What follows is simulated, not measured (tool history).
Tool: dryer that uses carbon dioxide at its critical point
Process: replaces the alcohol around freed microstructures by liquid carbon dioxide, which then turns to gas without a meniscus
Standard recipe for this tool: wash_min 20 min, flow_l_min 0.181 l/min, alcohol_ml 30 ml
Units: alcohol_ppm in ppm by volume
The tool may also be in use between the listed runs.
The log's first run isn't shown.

run	hour	wash_min	flow_l_min	alcohol_ml	hours of work since the filter was changed	hours of work since the purifier's bed was changed	alcohol_ppm
2	11.7	20	0.181	30	243	339	584
3	22.1	20	0.259	30	250	346	173
4	32.5	20	0.181	30	257	353	601
5	45.7	20	0.181	27	266	362	575
6	52.3	20	0.181	27	271	367	570
7	63.8	20	0.181	27	278	375	561
8	74.7	20	0.181	27	286	382	600
9	85.5	20	0.181	30	293	390	670
10	91.4	20	0.181	30	297	394	651
11	103.8	20	0.181	28	306	402	621
12	115.6	20	0.181	28	314	410	658
13	128.1	20	0.181	30	322	419	683
14	141.4	20	0.181	30	332	428	708
# hour 144.4: inlet filter changed
15	155.4	15	0.181	30	7	437	1200
16	166.4	15	0.181	30	15	444	1200
17	177.8	20	0.181	110	23	452	1212
18	186	20	0.181	110	28	458	1193

Run 19 is up next; what results do you expect?
19	193.6	20	0.263	110	34	463	?

Run 19 produced alcohol_ppm 237 ppm by volume.
If the tool had no hidden condition, the same run with the same run-to-run variation would have returned alcohol_ppm 62 ppm by volume.
